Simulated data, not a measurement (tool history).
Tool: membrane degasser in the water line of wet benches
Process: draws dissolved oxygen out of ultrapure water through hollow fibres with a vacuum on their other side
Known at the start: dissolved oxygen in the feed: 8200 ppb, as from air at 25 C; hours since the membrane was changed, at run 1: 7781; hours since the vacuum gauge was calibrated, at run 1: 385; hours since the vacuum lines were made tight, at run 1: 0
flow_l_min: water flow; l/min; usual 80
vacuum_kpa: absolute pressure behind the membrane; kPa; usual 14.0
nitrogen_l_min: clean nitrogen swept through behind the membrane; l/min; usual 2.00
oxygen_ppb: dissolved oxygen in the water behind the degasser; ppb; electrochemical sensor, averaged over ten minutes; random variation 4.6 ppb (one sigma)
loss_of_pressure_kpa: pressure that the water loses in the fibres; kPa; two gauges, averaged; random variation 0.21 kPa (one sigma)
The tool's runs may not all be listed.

| run | hour | flow_l_min | vacuum_kpa | nitrogen_l_min | hours since the membrane was changed | hours since the vacuum gauge was calibrated | hours since the vacuum lines were made tight | oxygen_ppb | loss_of_pressure_kpa |
|---|---|---|---|---|---|---|---|---|---|
| 1 | 0.0 | 80 | 14.0 | 2.00 | 7781 | 385 | 0 | 843.2 | 50.50 |
| 2 | 236.1 | 80 | 21.2 | 2.00 | 8017 | 621 | 236 | 1302.3 | 50.52 |
| 3 | 337.2 | 80 | 21.2 | 2.00 | 8118 | 722 | 337 | 1292.9 | 50.64 |
| 4 | 482.0 | 80 | 21.2 | 2.00 | 8263 | 867 | 482 | 1291.4 | 50.20 |
| 5 | 717.2 | 80 | 21.2 | 2.00 | 8498 | 1102 | 717 | 1304.9 | 50.35 |
| 6 | 829.4 | 80 | 21.2 | 2.00 | 8610 | 1214 | 829 | 1300.5 | 50.28 |
| 7 | 1056.8 | 80 | 21.2 | 2.00 | 8838 | 1442 | 1057 | 1297.0 | 50.53 |
| 8 | 1271.0 | 80 | 21.2 | 2.00 | 9052 | 1656 | 1271 | 1311.0 | 50.45 |
| 9 | 1424.4 | 80 | 12.9 | 2.00 | 9206 | 1809 | 1424 | 767.0 | 50.61 |
| 10 | 1624.8 | 80 | 12.9 | 2.00 | 9406 | 2010 | 1625 | 772.8 | 50.99 |
| 11 | 1836.3 | 80 | 14.0 | 1.04 | 9617 | 2221 | 1836 | 1299.5 | 50.72 |
| 12 | 1940.3 | 80 | 14.0 | 1.04 | 9721 | 2325 | 1940 | 1297.3 | 50.72 |
| 13 | 2156.3 | 80 | 25.0 | 2.29 | 9937 | 2541 | 2156 | 1399.7 | 51.19 |
| 14 | 2368.2 | 100 | 10.4 | 1.52 | 10149 | 2753 | 2368 | 862.9 | 63.49 |
| 15 | 2519.2 | 57 | 14.0 | 2.00 | 10300 | 2904 | 2519 | 640.6 | 36.24 |
| 16 | 2685.2 | 57 | 14.0 | 2.00 | 10466 | 3070 | 2685 | 645.0 | 36.14 |
| 17 | 2930.0 | 57 | 14.0 | 2.00 | 10711 | 3315 | 2930 | 644.2 | 36.29 |
| 18 | 3114.0 | 85 | 14.0 | 3.79 | 10895 | 3499 | 3114 | 571.5 | 54.21 |
| 19 | 3280.4 | 85 | 14.0 | 3.79 | 11061 | 3665 | 3280 | 565.6 | 54.07 |
| 20 | 3440.2 | 74 | 14.0 | 5.46 | 11221 | 3825 | 3440 | 375.2 | 47.33 |
| 21 | 3644.3 | 95 | 15.0 | 3.17 | 11425 | 4029 | 3644 | 779.7 | 60.56 |
| 22 | 3744.9 | 125 | 12.5 | 3.17 | 11526 | 4130 | 3745 | 813.7 | 79.72 |
| 23 | 3986.6 | 125 | 12.5 | 3.17 | 11768 | 4372 | 3987 | 824.0 | 80.16 |

Measured less the same run without the tool's hidden state. The same run-to-run variation is in both; the gauge's scatter may not be:
The hidden state here: membrane still open, %; true pressure behind the membrane over the reading, kPa; air that leaks in behind the membrane, l/min; drift of the gauge itself on oxygen_ppb, %; drift of the gauge itself on loss_of_pressure_kpa, %.
| run | oxygen_ppb | loss_of_pressure_kpa |
|---|---|---|
| 1 | +3.9 | +1.48 |
| 2 | +4.4 | +1.54 |
| 3 | +4.7 | +1.54 |
| 4 | +5.3 | +1.57 |
| 5 | +6.2 | +1.62 |
| 6 | +6.6 | +1.64 |
| 7 | +7.5 | +1.68 |
| 8 | +8.5 | +1.73 |
| 9 | +10.0 | +1.76 |
| 10 | +10.8 | +1.80 |
| 11 | +11.0 | +1.84 |
| 12 | +11.5 | +1.86 |
| 13 | +11.7 | +1.91 |
| 14 | +19.2 | +2.44 |
| 15 | +9.8 | +1.41 |
| 16 | +10.5 | +1.43 |
| 17 | +11.3 | +1.47 |
| 18 | +16.7 | +2.24 |
| 19 | +17.0 | +2.27 |
| 20 | +13.8 | +2.01 |
| 21 | +21.6 | +2.63 |
| 22 | +29.8 | +3.47 |
| 23 | +31.4 | +3.58 |
